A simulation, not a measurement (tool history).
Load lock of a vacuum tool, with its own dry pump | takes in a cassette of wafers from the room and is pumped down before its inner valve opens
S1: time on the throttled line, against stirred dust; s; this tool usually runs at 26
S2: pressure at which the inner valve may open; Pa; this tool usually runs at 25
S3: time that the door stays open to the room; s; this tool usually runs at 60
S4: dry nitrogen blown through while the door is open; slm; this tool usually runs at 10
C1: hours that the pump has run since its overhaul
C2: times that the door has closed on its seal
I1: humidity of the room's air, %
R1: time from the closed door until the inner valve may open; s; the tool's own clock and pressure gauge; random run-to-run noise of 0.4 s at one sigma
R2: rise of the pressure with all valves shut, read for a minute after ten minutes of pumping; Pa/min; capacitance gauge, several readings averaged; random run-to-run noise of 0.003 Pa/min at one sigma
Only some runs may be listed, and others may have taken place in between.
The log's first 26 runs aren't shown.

At hour 8271.7: door's seal changed, seat wiped.
Run 27, hour 8502.3: usual settings but S4 14 slm; C1 18822; C2 394; I1 45.5. Result: R1 51.5 s, R2 0.035 Pa/min.
Run 28, hour 8854.4: usual settings but S3 220 s, S4 14 slm; C1 19174; C2 995; I1 43.1. Result: R1 50.8 s, R2 0.068 Pa/min.
Run 29, hour 9112.1: usual settings but S3 220 s, S4 14 slm; C1 19432; C2 1434; I1 47.5. Result: R1 51.3 s, R2 0.085 Pa/min.
At hour 9177.2: dry pump taken out, an overhauled one fitted.
Run 30, hour 9363.1: usual settings but S3 220 s, S4 14 slm; C1 186; C2 1853; I1 43.7. Result: R1 44.4 s, R2 0.083 Pa/min.
Run 31, hour 9730.9: usual settings but S3 220 s, S4 14 slm; C1 554; C2 2480; I1 43.3. Result: R1 45.4 s, R2 0.09 Pa/min.
Run 32, hour 10085: usual settings but S1 18 s, S2 33 Pa, S3 119 s, S4 36 slm; C1 908; C2 3085; I1 43.6. Result: R1 38.6 s, R2 0.054 Pa/min.
Run 33, hour 10307.5: usual settings but S1 40 s, S2 33 Pa, S3 69 s, S4 36 slm; C1 1130; C2 3464; I1 44.6. Result: R1 54.4 s, R2 0.053 Pa/min.
Run 34, hour 10677.8: usual settings but S1 40 s, S2 33 Pa, S3 69 s, S4 36 slm; C1 1501; C2 4096; I1 41. Result: R1 54.7 s, R2 0.063 Pa/min.

Predict each of these 3 candidate next runs independently; none follows another, all start after run 34:
Run A, hour 10876.6: usual settings but S1 40 s, S2 20 Pa, S3 69 s, S4 36 slm; C1 1699; C2 4436; I1 41.3. Result: R1 ?, R2 ?.
Run B, hour 10876.6: usual settings but S3 30 s, S4 23 slm; C1 1699; C2 4436; I1 42.8. Result: R1 ?, R2 ?.
Run C, hour 10876.6: usual settings but S1 40 s, S2 22 Pa, S3 92 s, S4 18 slm; C1 1699; C2 4436; I1 44.8. Result: R1 ?, R2 ?.

run    R1     R2
  A    55  0.065
  B  45.3  0.061
  C  55.4  0.083
With the hidden condition removed and each run's random variation left untouched, the same runs would have given:
run    R1     R2
  A  54.4   0.02
  B  44.6  0.016
  C  54.8   0.04
